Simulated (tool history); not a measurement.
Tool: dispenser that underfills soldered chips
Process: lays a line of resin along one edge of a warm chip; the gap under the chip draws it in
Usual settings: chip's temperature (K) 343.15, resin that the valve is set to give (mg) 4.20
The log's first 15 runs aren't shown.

| run | hour | chip's temperature (K) | resin that the valve is set to give (mg) | hours of work since the syringe was changed | hours of work since the valve was cleaned | hours of work since the stage was calibrated | time until the resin shows at the far edge (s) | resin that the valve gave (mg) |
|---|---|---|---|---|---|---|---|---|
| 16 | 160.9 | 343.15 | 5.19 | 10 | 67 | 329 | 40.6 | 4.98 |
|  | 163.4 | new syringe of resin |
| 17 | 171.9 | 343.15 | 3.85 | 5 | 74 | 336 | 30.8 | 3.67 |
|  | 181.1 | new syringe of resin |
| 18 | 186.0 | 343.15 | 3.99 | 3 | 82 | 344 | 27.0 | 3.77 |
|  | 194.2 | stage's temperature calibrated |
| 19 | 194.2 | 355.15 | 3.94 | 7 | 87 | 0 | 22.7 | 3.72 |
|  | 200.5 | new syringe of resin |
| 20 | 205.7 | 349.15 | 5.49 | 3 | 94 | 7 | 20.6 | 5.21 |
| 21 | 212.7 | 330.15 | 4.41 | 7 | 98 | 11 | 84.1 | 4.15 |
|  | 218.4 | new syringe of resin |
| 22 | 223.0 | 330.15 | 4.41 | 3 | 104 | 17 | 59.9 | 4.12 |
| 23 | 229.6 | 340.15 | 5.30 | 7 | 108 | 21 | 44.3 | 4.95 |
|  | 237.0 | new syringe of resin |
| 24 | 237.8 | 332.15 | 4.02 | 0 | 113 | 26 | 46.2 | 3.74 |
| 25 | 245.1 | 332.15 | 4.02 | 5 | 117 | 31 | 62.3 | 3.75 |
|  | 253.3 | dispensing valve cleaned and set on the balance |
|  | 256.4 | new syringe of resin |
| 26 | 261.9 | 332.15 | 4.02 | 3 | 5 | 40 | 56.2 | 4.03 |
| 27 | 271.0 | 332.15 | 4.02 | 9 | 11 | 46 | 82.4 | 4.01 |
|  | 275.0 | new syringe of resin |
| 28 | 284.7 | 333.15 | 4.86 | 6 | 19 | 54 | 60.4 | 4.81 |
|  | 293.2 | new syringe of resin |
| 29 | 293.2 | 333.15 | 4.86 | 0 | 24 | 59 | 40.2 | 4.83 |
| 30 | 300.9 | 342.15 | 4.72 | 5 | 29 | 64 | 34.3 | 4.64 |
|  | 311.5 | new syringe of resin |
| 31 | 316.7 | 342.15 | 4.72 | 3 | 38 | 73 | 30.6 | 4.60 |
| 32 | 325.1 | 342.15 | 4.72 | 8 | 43 | 79 | 43.6 | 4.60 |
|  | 330.0 | new syringe of resin |
| 33 | 339.8 | 355.15 | 4.59 | 6 | 52 | 87 | 18.9 | 4.46 |
|  | 347.8 | new syringe of resin |
| 34 | 353.5 | 355.15 | 4.22 | 3 | 60 | 96 | 15.2 | 4.09 |
|  | 365.7 | new syringe of resin |
| 35 | 366.6 | 331.15 | 3.85 | 1 | 68 | 104 | 48.2 | 3.73 |

Forecast each of these 5 alternatives for the next run:
| A | 379.1 | 358.15 | 5.31 | 8 | 76 | 111 | ? | ? |
| B | 379.1 | 331.15 | 5.39 | 8 | 76 | 111 | ? | ? |
| C | 379.1 | 342.15 | 4.20 | 8 | 76 | 111 | ? | ? |
| D | 379.1 | 345.15 | 3.75 | 8 | 76 | 111 | ? | ? |
| E | 379.1 | 333.15 | 3.80 | 8 | 76 | 111 | ? | ? |

| run | time until the resin shows at the far edge (s) | resin that the valve gave (mg) |
|---|---|---|
| A | 18.7 | 5.12 |
| B | 78.7 | 5.15 |
| C | 43.6 | 4.02 |
| D | 39.3 | 3.59 |
| E | 73.6 | 3.66 |
Without the tool's hidden state the same runs would have given:
| run | time until the resin shows at the far edge (s) | resin that the valve gave (mg) |
|---|---|---|
| A | 10.6 | 5.33 |
| B | 45.3 | 5.37 |
| C | 24.8 | 4.19 |
| D | 22.2 | 3.74 |
| E | 41.6 | 3.81 |
